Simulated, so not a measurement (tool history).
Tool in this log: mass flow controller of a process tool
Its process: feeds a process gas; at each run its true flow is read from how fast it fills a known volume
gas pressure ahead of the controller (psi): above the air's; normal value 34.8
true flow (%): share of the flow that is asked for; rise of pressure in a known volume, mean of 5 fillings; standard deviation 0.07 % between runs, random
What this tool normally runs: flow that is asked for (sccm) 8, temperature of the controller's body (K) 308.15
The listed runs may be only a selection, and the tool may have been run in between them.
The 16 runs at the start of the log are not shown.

run	hour	flow that is asked for (sccm)	gas pressure ahead of the controller (psi)	temperature of the controller's body (K)	true flow (%)
17	1834.0	8	34.8	295.15	100.73
18	1990.9	8	34.8	295.15	100.79
19	2108.8	8	34.8	308.15	101.86
20	2272.7	8	34.8	299.15	101.21
21	2391.0	8	34.7	308.15	101.90
22	2562.1	8	31.8	308.15	102.11
23	2643.9	8	31.6	308.15	102.28
24	2808.3	8	31.6	308.15	102.20

Estimate the outcome of run 25 from the log above:
25	2936.7	5	34.5	308.15	?

true flow (%): 103.33
Without the tool's hidden state the same run would have given true flow (%) 98.77.
